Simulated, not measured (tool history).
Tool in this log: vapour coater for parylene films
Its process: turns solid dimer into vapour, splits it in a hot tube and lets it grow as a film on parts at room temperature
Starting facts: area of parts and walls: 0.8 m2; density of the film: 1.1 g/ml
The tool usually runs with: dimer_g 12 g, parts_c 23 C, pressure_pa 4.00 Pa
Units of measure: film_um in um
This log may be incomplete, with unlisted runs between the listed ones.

run    hour  dimer_g  parts_c  pressure_pa  film_um
  1     0.0       12       23         4.00     6.16
       11.5  -- trap's valve overhauled
       66.7  -- table's thermometer calibrated
  2    67.9       12       23         4.00     6.65
  3    95.3       12       23         4.00     6.67
  4   138.0       12       23         4.00     6.75
  5   172.6       12       23         4.00     6.68
      197.2  -- table's thermometer calibrated, once more
  6   238.5       12       29         4.00     5.37
  7   303.2       12       17         4.00     8.28
  8   357.9       12       17         4.00     8.29
  9   417.1       12       23         2.18     7.48
 10   462.5        8       23         4.00     4.32
 11   527.2        8       23         4.00     4.37
 12   569.9       12       28         4.00     5.39
 13   608.5       12       23         2.39     7.10
 14   673.5       12       23         2.39     7.07
 15   703.1       12       23         7.70     5.44
 16   746.1       12       24         4.00     6.04
 17   805.4       12       24         4.00     5.90
 18   855.6       12       24         4.00     5.94
      896.5  -- trap's valve overhauled
 19   901.3       12       24         4.00     6.77
 20   955.7       12       24         4.00     6.59
 21  1019.9       12       24         4.00     6.47
 22  1072.2       12       24         4.00     6.55
 23  1123.3       12       23         4.00     6.67
 24  1189.1       12       23         2.87     7.10
 25  1221.4       10       26         7.00     4.43
 26  1267.5       10       26         7.00     4.41
 27  1295.3       10       22         2.81     6.10
 28  1337.8       14       16         4.00     9.76
 29  1372.3        8       23         4.00     4.35
 30  1403.1        8       23         4.00     4.34
 31  1431.4        8       23         4.00     4.24
 32  1473.7        8       23         2.67     4.59
 33  1505.3        6       33         8.65     1.87
 34  1546.6        6       33         8.65     1.88

Estimate the outcome of run 35 from the log above:
 35  1583.9        6       19         2.98        ?

film_um: 3.92 um
If the tool had no hidden condition, the same run with the same run-to-run variation would have returned film_um 4.37 um.
